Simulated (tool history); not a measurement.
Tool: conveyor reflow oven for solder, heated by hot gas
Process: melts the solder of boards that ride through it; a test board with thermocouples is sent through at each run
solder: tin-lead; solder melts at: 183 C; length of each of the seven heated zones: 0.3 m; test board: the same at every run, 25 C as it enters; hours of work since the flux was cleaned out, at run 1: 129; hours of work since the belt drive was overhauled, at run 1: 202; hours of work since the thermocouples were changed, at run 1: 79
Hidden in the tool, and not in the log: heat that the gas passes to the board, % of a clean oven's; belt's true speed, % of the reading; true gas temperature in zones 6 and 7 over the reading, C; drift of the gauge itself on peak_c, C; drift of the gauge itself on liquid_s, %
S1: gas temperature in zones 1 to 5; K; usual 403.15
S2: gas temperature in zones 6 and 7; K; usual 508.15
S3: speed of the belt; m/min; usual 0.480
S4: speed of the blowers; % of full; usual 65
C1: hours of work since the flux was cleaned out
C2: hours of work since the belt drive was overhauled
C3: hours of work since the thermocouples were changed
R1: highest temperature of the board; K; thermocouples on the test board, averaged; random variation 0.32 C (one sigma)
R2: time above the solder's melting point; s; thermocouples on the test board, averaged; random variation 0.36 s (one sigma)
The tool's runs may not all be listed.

| run | hour | S1 | S2 | S3 | S4 | C1 | C2 | C3 | R1 | R2 |
|---|---|---|---|---|---|---|---|---|---|---|
| 1 | 0.0 | 403.15 | 508.15 | 0.480 | 65 | 129 | 202 | 79 | 486.65 | 50.0 |
| 2 | 5.5 | 403.15 | 508.15 | 0.480 | 65 | 131 | 204 | 81 | 486.05 | 50.1 |
| 3 | 13.5 | 403.15 | 499.15 | 0.480 | 65 | 135 | 208 | 84 | 478.45 | 42.1 |
| 4 | 20.7 | 403.15 | 508.15 | 0.562 | 65 | 138 | 211 | 87 | 479.45 | 36.1 |
| 5 | 26.2 | 403.15 | 508.15 | 0.562 | 65 | 140 | 213 | 90 | 480.35 | 35.8 |
| 6 | 30.4 | 403.15 | 508.15 | 0.562 | 65 | 142 | 215 | 91 | 479.75 | 36.2 |
| 7 | 37.1 | 403.15 | 508.15 | 0.562 | 65 | 145 | 218 | 94 | 480.05 | 35.3 |
| 8 | 42.2 | 403.15 | 508.15 | 0.562 | 59 | 147 | 220 | 96 | 478.35 | 33.6 |
| 9 | 48.6 | 403.15 | 508.15 | 0.562 | 59 | 150 | 222 | 99 | 478.75 | 34.2 |
| 10 | 55.5 | 403.15 | 508.15 | 0.562 | 59 | 153 | 225 | 102 | 478.35 | 33.7 |
| 11 | 59.6 | 403.15 | 508.15 | 0.562 | 59 | 154 | 227 | 104 | 478.05 | 34.8 |
| 12 | 63.7 | 403.15 | 508.15 | 0.562 | 59 | 156 | 229 | 106 | 477.95 | 34.3 |
| 13 | 68.9 | 403.15 | 508.15 | 0.562 | 59 | 158 | 231 | 108 | 478.75 | 33.9 |
| 14 | 77.3 | 418.15 | 508.15 | 0.477 | 76 | 162 | 235 | 111 | 491.45 | 60.5 |
| 15 | 83.9 | 395.15 | 516.15 | 0.477 | 76 | 165 | 237 | 114 | 494.45 | 54.8 |
| 16 | 90.3 | 403.15 | 502.15 | 0.403 | 65 | 167 | 240 | 117 | 486.95 | 61.5 |
| 17 | 95.6 | 401.15 | 522.15 | 0.546 | 65 | 170 | 242 | 119 | 491.65 | 46.2 |
| 18 | 103.6 | 392.15 | 513.15 | 0.546 | 65 | 173 | 246 | 123 | 482.05 | 37.1 |
| 19 | 108.3 | 389.15 | 497.15 | 0.393 | 58 | 175 | 248 | 124 | 479.15 | 49.5 |
| 20 | 113.4 | 403.15 | 521.15 | 0.480 | 65 | 177 | 250 | 127 | 497.45 | 58.0 |
| 21 | 118.0 | 403.15 | 523.15 | 0.415 | 65 | 179 | 252 | 129 | 505.15 | 72.9 |
| 22 | 121.8 | 403.15 | 523.15 | 0.415 | 65 | 181 | 254 | 130 | 504.95 | 71.9 |
| 23 | 128.5 | 415.15 | 500.15 | 0.452 | 53 | 184 | 256 | 133 | 481.65 | 51.7 |
| 24 | 137.2 | 415.15 | 500.15 | 0.470 | 53 | 187 | 260 | 137 | 480.15 | 48.1 |

Forecast each of these 3 alternatives for the next run:
| A | 141.7 | 403.15 | 509.15 | 0.480 | 50 | 189 | 262 | 139 | ? | ? |
| B | 141.7 | 398.15 | 508.15 | 0.480 | 77 | 189 | 262 | 139 | ? | ? |
| C | 141.7 | 415.15 | 516.15 | 0.470 | 53 | 189 | 262 | 139 | ? | ? |

| run | R1 | R2 |
|---|---|---|
| A | 482.15 | 45.1 |
| B | 488.05 | 49.6 |
| C | 492.85 | 59.3 |
Without the tool's hidden state the same runs would have given:
| run | R1 | R2 |
|---|---|---|
| A | 483.65 | 46.5 |
| B | 489.75 | 51.1 |
| C | 494.25 | 60.1 |
